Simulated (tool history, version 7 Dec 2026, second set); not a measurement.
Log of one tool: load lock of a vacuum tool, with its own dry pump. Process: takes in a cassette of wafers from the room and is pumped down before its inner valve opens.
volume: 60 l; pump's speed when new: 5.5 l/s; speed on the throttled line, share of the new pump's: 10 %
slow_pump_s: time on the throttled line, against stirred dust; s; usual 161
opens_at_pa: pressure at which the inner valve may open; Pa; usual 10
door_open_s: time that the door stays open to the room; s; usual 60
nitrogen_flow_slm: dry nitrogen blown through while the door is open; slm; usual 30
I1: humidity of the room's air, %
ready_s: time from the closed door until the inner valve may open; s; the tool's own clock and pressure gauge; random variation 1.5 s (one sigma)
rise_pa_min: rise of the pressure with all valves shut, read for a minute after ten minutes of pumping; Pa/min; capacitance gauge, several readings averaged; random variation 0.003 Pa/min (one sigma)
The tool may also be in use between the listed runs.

{"run": 1, "hour": 0.0, "slow_pump_s": 161, "opens_at_pa": 10, "door_open_s": 60, "nitrogen_flow_slm": 30, "I1": 46.1, "ready_s": 254.5, "rise_pa_min": 0.145}
{"run": 2, "hour": 268.9, "slow_pump_s": 161, "opens_at_pa": 10, "door_open_s": 60, "nitrogen_flow_slm": 30, "I1": 47, "ready_s": 255.4, "rise_pa_min": 0.15}
{"run": 3, "hour": 531.8, "slow_pump_s": 161, "opens_at_pa": 10, "door_open_s": 60, "nitrogen_flow_slm": 30, "I1": 44.2, "ready_s": 254.4, "rise_pa_min": 0.155}
{"run": 4, "hour": 925.7, "slow_pump_s": 161, "opens_at_pa": 10, "door_open_s": 63, "nitrogen_flow_slm": 30, "I1": 45.4, "ready_s": 255.3, "rise_pa_min": 0.168}
{"run": 5, "hour": 1412.6, "slow_pump_s": 161, "opens_at_pa": 10, "door_open_s": 63, "nitrogen_flow_slm": 30, "I1": 44.9, "ready_s": 253.5, "rise_pa_min": 0.163}
{"run": 6, "hour": 1668.1, "slow_pump_s": 161, "opens_at_pa": 10, "door_open_s": 63, "nitrogen_flow_slm": 30, "I1": 45, "ready_s": 254.5, "rise_pa_min": 0.173}
{"run": 7, "hour": 1931.9, "slow_pump_s": 161, "opens_at_pa": 10, "door_open_s": 63, "nitrogen_flow_slm": 30, "I1": 47.2, "ready_s": 255.7, "rise_pa_min": 0.186}
{"run": 8, "hour": 2267.6, "slow_pump_s": 161, "opens_at_pa": 10, "door_open_s": 63, "nitrogen_flow_slm": 30, "I1": 43.1, "ready_s": 254.7, "rise_pa_min": 0.182}
{"run": 9, "hour": 2709.8, "slow_pump_s": 161, "opens_at_pa": 10, "door_open_s": 63, "nitrogen_flow_slm": 30, "I1": 44.5, "ready_s": 259.2, "rise_pa_min": 0.191}
{"run": 10, "hour": 2955.3, "slow_pump_s": 161, "opens_at_pa": 10, "door_open_s": 63, "nitrogen_flow_slm": 30, "I1": 45.8, "ready_s": 258.6, "rise_pa_min": 0.202}
{"run": 11, "hour": 3440.2, "slow_pump_s": 161, "opens_at_pa": 10, "door_open_s": 60, "nitrogen_flow_slm": 30, "I1": 46.8, "ready_s": 255.9, "rise_pa_min": 0.213}
{"run": 12, "hour": 3827.5, "slow_pump_s": 161, "opens_at_pa": 10, "door_open_s": 60, "nitrogen_flow_slm": 30, "I1": 47.2, "ready_s": 256.5, "rise_pa_min": 0.22}
{"run": 13, "hour": 4191.4, "slow_pump_s": 161, "opens_at_pa": 10, "door_open_s": 60, "nitrogen_flow_slm": 30, "I1": 44.4, "ready_s": 258.1, "rise_pa_min": 0.22}
{"run": 14, "hour": 4597.6, "slow_pump_s": 161, "opens_at_pa": 10, "door_open_s": 60, "nitrogen_flow_slm": 8, "I1": 45.4, "ready_s": 259.4, "rise_pa_min": 0.248}
{"run": 15, "hour": 4842.0, "slow_pump_s": 161, "opens_at_pa": 10, "door_open_s": 60, "nitrogen_flow_slm": 8, "I1": 46.8, "ready_s": 258.4, "rise_pa_min": 0.26}
{"run": 16, "hour": 5045.4, "slow_pump_s": 161, "opens_at_pa": 10, "door_open_s": 60, "nitrogen_flow_slm": 8, "I1": 45.7, "ready_s": 260.1, "rise_pa_min": 0.264}
{"run": 17, "hour": 5343.7, "slow_pump_s": 161, "opens_at_pa": 10, "door_open_s": 60, "nitrogen_flow_slm": 30, "I1": 47.3, "ready_s": 258.9, "rise_pa_min": 0.248}
{"run": 18, "hour": 5618.4, "slow_pump_s": 161, "opens_at_pa": 10, "door_open_s": 60, "nitrogen_flow_slm": 30, "I1": 44.8, "ready_s": 259.4, "rise_pa_min": 0.253}
{"run": 19, "hour": 5901.5, "slow_pump_s": 161, "opens_at_pa": 10, "door_open_s": 60, "nitrogen_flow_slm": 30, "I1": 44.5, "ready_s": 260.3, "rise_pa_min": 0.265}
{"run": 20, "hour": 6135.4, "slow_pump_s": 161, "opens_at_pa": 10, "door_open_s": 60, "nitrogen_flow_slm": 30, "I1": 44.7, "ready_s": 260.6, "rise_pa_min": 0.266}
{"run": 21, "hour": 6456.7, "slow_pump_s": 161, "opens_at_pa": 13, "door_open_s": 60, "nitrogen_flow_slm": 37, "I1": 43.8, "ready_s": 255.8, "rise_pa_min": 0.257}
{"run": 22, "hour": 6822.0, "slow_pump_s": 254, "opens_at_pa": 14, "door_open_s": 64, "nitrogen_flow_slm": 37, "I1": 47.1, "ready_s": 337.2, "rise_pa_min": 0.282}
{"run": 23, "hour": 7143.7, "slow_pump_s": 254, "opens_at_pa": 18, "door_open_s": 61, "nitrogen_flow_slm": 37, "I1": 46.7, "ready_s": 336.5, "rise_pa_min": 0.28}
{"run": 24, "hour": 7471.4, "slow_pump_s": 254, "opens_at_pa": 18, "door_open_s": 61, "nitrogen_flow_slm": 37, "I1": 45.2, "ready_s": 334, "rise_pa_min": 0.286}
{"run": 25, "hour": 7724.4, "slow_pump_s": 279, "opens_at_pa": 10, "door_open_s": 60, "nitrogen_flow_slm": 30, "I1": 45.4, "ready_s": 366.8, "rise_pa_min": 0.3}
{"run": 26, "hour": 7922.2, "slow_pump_s": 167, "opens_at_pa": 11, "door_open_s": 56, "nitrogen_flow_slm": 14, "I1": 46.8, "ready_s": 265.4, "rise_pa_min": 0.313}
{"run": 27, "hour": 8404.4, "slow_pump_s": 113, "opens_at_pa": 10, "door_open_s": 60, "nitrogen_flow_slm": 8, "I1": 45.1, "ready_s": 222, "rise_pa_min": 0.332}
{"run": 28, "hour": 8771.8, "slow_pump_s": 113, "opens_at_pa": 10, "door_open_s": 60, "nitrogen_flow_slm": 8, "I1": 47.3, "ready_s": 222.4, "rise_pa_min": 0.353}
{"run": 29, "hour": 9008.3, "slow_pump_s": 130, "opens_at_pa": 17, "door_open_s": 100, "nitrogen_flow_slm": 11, "I1": 44.1, "ready_s": 227.7, "rise_pa_min": 0.355}
{"run": 30, "hour": 9318.9, "slow_pump_s": 130, "opens_at_pa": 17, "door_open_s": 100, "nitrogen_flow_slm": 11, "I1": 47.2, "ready_s": 229.7, "rise_pa_min": 0.373}
{"run": 31, "hour": 9750.3, "slow_pump_s": 169, "opens_at_pa": 16, "door_open_s": 60, "nitrogen_flow_slm": 30, "I1": 44.6, "ready_s": 266.2, "rise_pa_min": 0.338}
{"run": 32, "hour": 10198.4, "slow_pump_s": 169, "opens_at_pa": 16, "door_open_s": 60, "nitrogen_flow_slm": 30, "I1": 44.8, "ready_s": 263.1, "rise_pa_min": 0.364}
{"run": 33, "hour": 10576.7, "slow_pump_s": 108, "opens_at_pa": 10, "door_open_s": 60, "nitrogen_flow_slm": 13, "I1": 47.6, "ready_s": 219.7, "rise_pa_min": 0.391}
{"run": 34, "hour": 10927.7, "slow_pump_s": 108, "opens_at_pa": 7, "door_open_s": 111, "nitrogen_flow_slm": 13, "I1": 46.7, "ready_s": 225, "rise_pa_min": 0.42}
{"run": 35, "hour": 11167.1, "slow_pump_s": 108, "opens_at_pa": 7, "door_open_s": 111, "nitrogen_flow_slm": 13, "I1": 44.5, "ready_s": 223.3, "rise_pa_min": 0.425}
{"run": 36, "hour": 11644.9, "slow_pump_s": 108, "opens_at_pa": 7, "door_open_s": 111, "nitrogen_flow_slm": 13, "I1": 47.2, "ready_s": 226.4, "rise_pa_min": 0.43}

4 ways to go on from here, each from the tool as it stands after run 36. What would each give?
{"run": "A", "hour": 12024.8, "slow_pump_s": 307, "opens_at_pa": 10, "door_open_s": 60, "nitrogen_flow_slm": 16, "I1": 43.3, "ready_s": "?", "rise_pa_min": "?"}
{"run": "B", "hour": 12024.8, "slow_pump_s": 108, "opens_at_pa": 7, "door_open_s": 111, "nitrogen_flow_slm": 23, "I1": 45.3, "ready_s": "?", "rise_pa_min": "?"}
{"run": "C", "hour": 12024.8, "slow_pump_s": 159, "opens_at_pa": 12, "door_open_s": 111, "nitrogen_flow_slm": 5, "I1": 45.2, "ready_s": "?", "rise_pa_min": "?"}
{"run": "D", "hour": 12024.8, "slow_pump_s": 124, "opens_at_pa": 10, "door_open_s": 37, "nitrogen_flow_slm": 4, "I1": 45.4, "ready_s": "?", "rise_pa_min": "?"}

run=A ready_s=396.7 rise_pa_min=0.407
run=B ready_s=229 rise_pa_min=0.424
run=C ready_s=261.7 rise_pa_min=0.448
run=D ready_s=232.2 rise_pa_min=0.422
Without the tool's hidden state the same runs would have given:
run=A ready_s=378.7 rise_pa_min=0.034
run=B ready_s=204.7 rise_pa_min=0.049
run=C ready_s=241 rise_pa_min=0.08
run=D ready_s=209.9 rise_pa_min=0.048
